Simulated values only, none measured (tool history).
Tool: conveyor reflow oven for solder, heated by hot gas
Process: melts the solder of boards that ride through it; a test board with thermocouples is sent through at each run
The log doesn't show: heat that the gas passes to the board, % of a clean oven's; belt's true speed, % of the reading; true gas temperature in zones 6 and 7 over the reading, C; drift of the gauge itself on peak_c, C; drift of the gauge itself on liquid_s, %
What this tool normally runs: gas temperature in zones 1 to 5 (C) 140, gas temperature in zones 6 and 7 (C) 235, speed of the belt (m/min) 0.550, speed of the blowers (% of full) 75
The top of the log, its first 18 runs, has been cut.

| run | hour | gas temperature in zones 1 to 5 (C) | gas temperature in zones 6 and 7 (C) | speed of the belt (m/min) | speed of the blowers (% of full) | hours of work since the flux was cleaned out | hours of work since the belt drive was overhauled | hours of work since the thermocouples were changed | highest temperature of the board (C) | time above the solder's melting point (s) |
|---|---|---|---|---|---|---|---|---|---|---|
| 19 | 748.7 | 140 | 227 | 0.550 | 75 | 230 | 588 | 588 | 218.4 | 60.6 |
| 20 | 777.3 | 132 | 244 | 0.550 | 75 | 252 | 611 | 611 | 233.9 | 66.2 |
| 21 | 823.3 | 139 | 235 | 0.550 | 50 | 289 | 647 | 647 | 220.4 | 60.7 |
| 22 | 851.1 | 139 | 235 | 0.550 | 50 | 311 | 669 | 669 | 220.2 | 60.9 |
| 23 | 909.3 | 139 | 235 | 0.550 | 50 | 357 | 715 | 715 | 220.8 | 60.9 |
| 24 | 956.4 | 139 | 226 | 0.627 | 50 | 394 | 753 | 753 | 208.5 | 43.7 |
|  | 991.4 | flux residue cleaned out of gas plates and filters |
| 25 | 991.4 | 143 | 248 | 0.627 | 50 | 0 | 776 | 776 | 229.3 | 58.6 |
| 26 | 1022.5 | 140 | 235 | 0.598 | 67 | 25 | 801 | 801 | 222.3 | 57.5 |
| 27 | 1067.8 | 131 | 240 | 0.550 | 75 | 60 | 837 | 837 | 229.9 | 64.0 |
|  | 1116.8 | belt drive overhauled, speed set with a stopwatch |
|  | 1136.3 | thermocouples of zones 6 and 7 changed |
| 28 | 1136.3 | 131 | 240 | 0.550 | 75 | 110 | 14 | 0 | 229.5 | 64.5 |
| 29 | 1186.4 | 131 | 240 | 0.550 | 75 | 149 | 54 | 40 | 229.6 | 64.0 |
| 30 | 1219.3 | 131 | 240 | 0.550 | 75 | 176 | 80 | 66 | 229.4 | 64.8 |

What does the tool deliver on the next run?
| 31 | 1253.8 | 131 | 240 | 0.550 | 75 | 203 | 107 | 93 | ? | ? |

Logged for run 31: highest temperature of the board (C) 228.9, time above the solder's melting point (s) 64.6.
On a tool with no hidden condition, and with the same random variation, this run would have come out at highest temperature of the board (C) 228.9, time above the solder's melting point (s) 64.6.
